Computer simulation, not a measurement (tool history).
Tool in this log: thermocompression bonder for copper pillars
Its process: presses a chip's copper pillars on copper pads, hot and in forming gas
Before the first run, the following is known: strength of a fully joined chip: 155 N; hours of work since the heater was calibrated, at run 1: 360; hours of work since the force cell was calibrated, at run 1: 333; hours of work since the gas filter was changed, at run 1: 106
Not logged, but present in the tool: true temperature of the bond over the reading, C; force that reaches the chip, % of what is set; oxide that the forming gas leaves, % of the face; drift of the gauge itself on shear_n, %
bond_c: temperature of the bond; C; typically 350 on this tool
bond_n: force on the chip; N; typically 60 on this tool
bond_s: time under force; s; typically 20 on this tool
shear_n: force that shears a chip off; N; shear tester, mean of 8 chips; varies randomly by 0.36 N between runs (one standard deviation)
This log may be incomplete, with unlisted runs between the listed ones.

run	hour	bond_c	bond_n	bond_s	hours of work since the heater was calibrated	hours of work since the force cell was calibrated	hours of work since the gas filter was changed	shear_n
1	0.0	350	60	20	360	333	106	72.9
2	17.0	350	60	20	368	341	114	73.7
3	29.5	350	60	20	373	346	119	73.8
4	42.0	350	60	20	379	351	124	73.6
5	52.3	350	60	20	383	356	129	74.1
6	60.6	350	60	20	387	359	132	74.0
7	81.1	350	60	20	395	368	141	74.1
8	91.8	350	38	14	400	373	146	43.8
9	105.6	350	38	14	406	379	152	43.7

Run 10, settings as shown, results not yet in. Your forecast:
10	113.8	326	37	27	410	382	155	?

Run 10 came out at shear_n 43.7 N.
Minus the tool's unlogged condition, the same run would have read shear_n 43.2 N.
